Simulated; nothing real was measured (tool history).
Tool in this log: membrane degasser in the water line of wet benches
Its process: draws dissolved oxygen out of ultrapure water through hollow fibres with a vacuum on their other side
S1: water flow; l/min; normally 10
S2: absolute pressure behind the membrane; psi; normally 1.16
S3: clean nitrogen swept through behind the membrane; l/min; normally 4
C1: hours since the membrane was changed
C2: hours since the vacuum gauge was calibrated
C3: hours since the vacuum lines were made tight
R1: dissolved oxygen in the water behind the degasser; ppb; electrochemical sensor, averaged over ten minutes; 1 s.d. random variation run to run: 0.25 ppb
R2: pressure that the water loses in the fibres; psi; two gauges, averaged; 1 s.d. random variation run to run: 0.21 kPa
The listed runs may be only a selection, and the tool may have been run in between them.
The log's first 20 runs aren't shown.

{"run": 21, "hour": 695.2, "S1": 12, "S2": 1.16, "S3": 2.26, "C1": 2211, "C2": 4174, "C3": 1224, "R1": 65.4, "R2": 8.412}
{"run": 22, "hour": 716.4, "S1": 9, "S2": 2.672, "S3": 10.89, "C1": 2232, "C2": 4195, "C3": 1245, "R1": 33, "R2": 6.406}
{"run": 23, "hour": 746.4, "S1": 11, "S2": 2.151, "S3": 4, "C1": 2262, "C2": 4225, "C3": 1275, "R1": 82.1, "R2": 7.729}
{"run": 24, "hour": 794.2, "S1": 7, "S2": 1.16, "S3": 3.33, "C1": 2310, "C2": 4273, "C3": 1323, "R1": 25.7, "R2": 4.997}
{"run": 25, "hour": 828.9, "S1": 6, "S2": 1.16, "S3": 2.29, "C1": 2344, "C2": 4308, "C3": 1357, "R1": 31.9, "R2": 4.228}
{"run": 26, "hour": 855.7, "S1": 6, "S2": 1.594, "S3": 11.29, "C1": 2371, "C2": 4335, "C3": 1384, "R1": 10.9, "R2": 4.223}
{"run": 27, "hour": 893.1, "S1": 6, "S2": 1.594, "S3": 11.29, "C1": 2409, "C2": 4372, "C3": 1421, "R1": 11, "R2": 4.267}
{"run": 28, "hour": 937.9, "S1": 8, "S2": 1.291, "S3": 4, "C1": 2453, "C2": 4417, "C3": 1466, "R1": 30, "R2": 5.674}
{"run": 29, "hour": 981.4, "S1": 16, "S2": 1.291, "S3": 4, "C1": 2497, "C2": 4460, "C3": 1510, "R1": 63.7, "R2": 11.297}
{"run": 30, "hour": 1011.9, "S1": 7, "S2": 2.221, "S3": 1.62, "C1": 2527, "C2": 4491, "C3": 1540, "R1": 127.7, "R2": 4.933}

Below are 4 alternative next runs, each starting from the tool's condition after run 30. Predict each:
{"run": "A", "hour": 1042.7, "S1": 9, "S2": 0.822, "S3": 2.36, "C1": 2558, "C2": 4522, "C3": 1571, "R1": "?", "R2": "?"}
{"run": "B", "hour": 1042.7, "S1": 8, "S2": 0.834, "S3": 10.78, "C1": 2558, "C2": 4522, "C3": 1571, "R1": "?", "R2": "?"}
{"run": "C", "hour": 1042.7, "S1": 16, "S2": 1.16, "S3": 4, "C1": 2558, "C2": 4522, "C3": 1571, "R1": "?", "R2": "?"}
{"run": "D", "hour": 1042.7, "S1": 7, "S2": 1.25, "S3": 9.27, "C1": 2558, "C2": 4522, "C3": 1571, "R1": "?", "R2": "?"}

run=A R1=25.4 R2=6.358
run=B R1=6.2 R2=5.664
run=C R1=54.3 R2=11.346
run=D R1=11.3 R2=4.959
Take away the tool's hidden state, keep each run's random variation, and the runs would have read:
run=A R1=25.4 R2=6.357
run=B R1=6.2 R2=5.662
run=C R1=54.3 R2=11.345
run=D R1=11.3 R2=4.957
